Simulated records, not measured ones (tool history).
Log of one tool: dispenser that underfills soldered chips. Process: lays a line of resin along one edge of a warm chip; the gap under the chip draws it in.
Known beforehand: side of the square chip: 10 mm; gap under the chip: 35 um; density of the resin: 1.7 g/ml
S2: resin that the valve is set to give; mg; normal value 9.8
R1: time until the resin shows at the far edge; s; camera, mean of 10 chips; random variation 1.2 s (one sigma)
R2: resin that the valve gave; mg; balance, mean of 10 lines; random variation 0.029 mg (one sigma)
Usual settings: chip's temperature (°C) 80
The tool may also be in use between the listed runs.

Run 1, hour 0: usual settings. Result: R1 131.6 s, R2 9.65 mg.
At hour 8.9: new syringe of resin.
Run 2, hour 10.3: usual settings. Result: R1 128 s, R2 9.65 mg.
Run 3, hour 14.9: usual settings but chip's temperature (°C) 83. Result: R1 132.9 s, R2 9.64 mg.
At hour 19.4: new syringe of resin.
Run 4, hour 23.1: usual settings. Result: R1 139.2 s, R2 9.6 mg.
At hour 30: new syringe of resin.
Run 5, hour 33.7: usual settings. Result: R1 140.5 s, R2 9.58 mg.
At hour 40.1: new syringe of resin.
At hour 42.4: dispensing valve cleaned and set on the balance.
Run 6, hour 44.2: usual settings. Result: R1 138.7 s, R2 9.74 mg.
At hour 51.2: new syringe of resin.
Run 7, hour 52.4: usual settings. Result: R1 128.1 s, R2 9.79 mg.
Run 8, hour 60.8: usual settings. Result: R1 171.9 s, R2 9.77 mg.
At hour 61.7: new syringe of resin.
Run 9, hour 68.8: usual settings. Result: R1 161.3 s, R2 9.77 mg.
At hour 71.9: new syringe of resin.
Run 10, hour 75.3: usual settings but S2 12.65 mg. Result: R1 137 s, R2 12.48 mg.
At hour 82.1: new syringe of resin.
Run 11, hour 85.6: usual settings. Result: R1 142 s, R2 9.72 mg.
At hour 92.4: new syringe of resin.
Run 12, hour 92.4: usual settings but chip's temperature (°C) 92. Result: R1 79 s, R2 9.64 mg.
Run 13, hour 99.8: usual settings. Result: R1 158.6 s, R2 9.65 mg.
At hour 102.7: new syringe of resin.
Run 14, hour 106.7: usual settings. Result: R1 144.8 s, R2 9.63 mg.
At hour 112.8: new syringe of resin.
Run 15, hour 116.3: usual settings. Result: R1 140.5 s, R2 9.62 mg.
At hour 122.9: new syringe of resin.
Run 16, hour 126.2: usual settings but chip's temperature (°C) 88. Result: R1 103.2 s, R2 9.62 mg.
At hour 133: new syringe of resin.
Run 17, hour 135.3: usual settings but chip's temperature (°C) 88. Result: R1 101.3 s, R2 9.56 mg.
At hour 139.4: dispensing valve cleaned and set on the balance.
At hour 144.1: new syringe of resin.
Run 18, hour 147.1: usual settings but chip's temperature (°C) 88. Result: R1 99.9 s, R2 9.81 mg.
At hour 154.5: new syringe of resin.
Run 19, hour 157: usual settings but chip's temperature (°C) 77, S2 8.45 mg. Result: R1 158 s, R2 8.38 mg.
Run 20, hour 161.9: usual settings but chip's temperature (°C) 73, S2 11.19 mg. Result: R1 212.5 s, R2 11.12 mg.
At hour 164.7: new syringe of resin.
Run 21, hour 167.1: usual settings but chip's temperature (°C) 91, S2 9.91 mg. Result: R1 90.1 s, R2 9.84 mg.
Run 22, hour 174.4: usual settings but chip's temperature (°C) 88, S2 9.91 mg. Result: R1 131 s, R2 9.8 mg.
At hour 175.6: new syringe of resin.
Run 23, hour 185.2: usual settings but chip's temperature (°C) 88, S2 9.91 mg. Result: R1 132.8 s, R2 9.72 mg.
At hour 186: new syringe of resin.
Run 24, hour 192.3: usual settings but chip's temperature (°C) 69, S2 10.3 mg. Result: R1 243.7 s, R2 10.17 mg.
At hour 196.4: new syringe of resin.
Run 25, hour 197.7: usual settings but chip's temperature (°C) 78, S2 11.8 mg. Result: R1 143.5 s, R2 11.6 mg.
Run 26, hour 202.1: usual settings but chip's temperature (°C) 78, S2 11.8 mg. Result: R1 170.1 s, R2 11.57 mg.
At hour 206.8: new syringe of resin.
Run 27, hour 206.8: usual settings but chip's temperature (°C) 78, S2 11.8 mg. Result: R1 135.9 s, R2 11.5 mg.
Run 28, hour 213: usual settings but chip's temperature (°C) 71, S2 8.69 mg. Result: R1 229.6 s, R2 8.44 mg.
At hour 216.9: new syringe of resin.
Run 29, hour 222.4: usual settings but chip's temperature (°C) 71, S2 8.69 mg. Result: R1 230.6 s, R2 8.43 mg.
At hour 227.7: new syringe of resin.
Run 30, hour 229.2: usual settings but chip's temperature (°C) 71, S2 8.69 mg. Result: R1 195.6 s, R2 8.44 mg.
At hour 236: dispensing valve cleaned and set on the balance.
Run 31, hour 238.2: usual settings but chip's temperature (°C) 71, S2 8.69 mg. Result: R1 259.5 s, R2 8.72 mg.
At hour 239.2: new syringe of resin.
Run 32, hour 245.1: usual settings but chip's temperature (°C) 77, S2 10.95 mg. Result: R1 172 s, R2 10.9 mg.
At hour 249.6: new syringe of resin.
Run 33, hour 250.1: usual settings but S2 8.91 mg. Result: R1 132.6 s, R2 8.93 mg.
At hour 260.1: new syringe of resin.
Run 34, hour 260.1: usual settings but S2 8.91 mg. Result: R1 132.9 s, R2 8.86 mg.
Run 35, hour 268.6: usual settings but chip's temperature (°C) 79, S2 10.63 mg. Result: R1 181.5 s, R2 10.52 mg.
At hour 270.5: new syringe of resin.
Run 36, hour 274.1: usual settings but chip's temperature (°C) 79, S2 10.63 mg. Result: R1 154 s, R2 10.57 mg.

Some steps in R1, run to run, broken into two amounts with sign: the step expected even without the hidden condition (settings, incoming material, random variation), and the rest, left for the hidden condition together with whatever gauge scatter is not in both the measured and the hidden-condition-free result:
The tool's hidden condition here consists of: resin's viscosity, % of fresh resin's; dose that the valve gives, % of what is set; true chip temperature over the reading, C; drift of the gauge itself on fill_s, %; drift of the gauge itself on given_mg, %.
Run 20 -> 21: chip's temperature (°C) 73 -> 91, S2 11.19 -> 9.91, new syringe of resin. R1 -122.4 s: hidden state -48.4, all else -74.
Run 23 -> 24: chip's temperature (°C) 88 -> 69, S2 9.91 -> 10.3, new syringe of resin. R1 +110.9 s: hidden state +18.5, all else +92.4.
Run 24 -> 25: chip's temperature (°C) 69 -> 78, S2 10.3 -> 11.8, new syringe of resin. R1 -100.2 s: hidden state -46, all else -54.2.
Run 27 -> 28: chip's temperature (°C) 78 -> 71, S2 11.8 -> 8.69. R1 +93.7 s: hidden state +50.6, all else +43.1.
Run 30 -> 31: dispensing valve cleaned and set on the balance. R1 +63.9 s: hidden state +63.8, all else +0.1.
Run 31 -> 32: chip's temperature (°C) 71 -> 77, S2 8.69 -> 10.95, new syringe of resin. R1 -87.5 s: hidden state -48.6, all else -38.9.
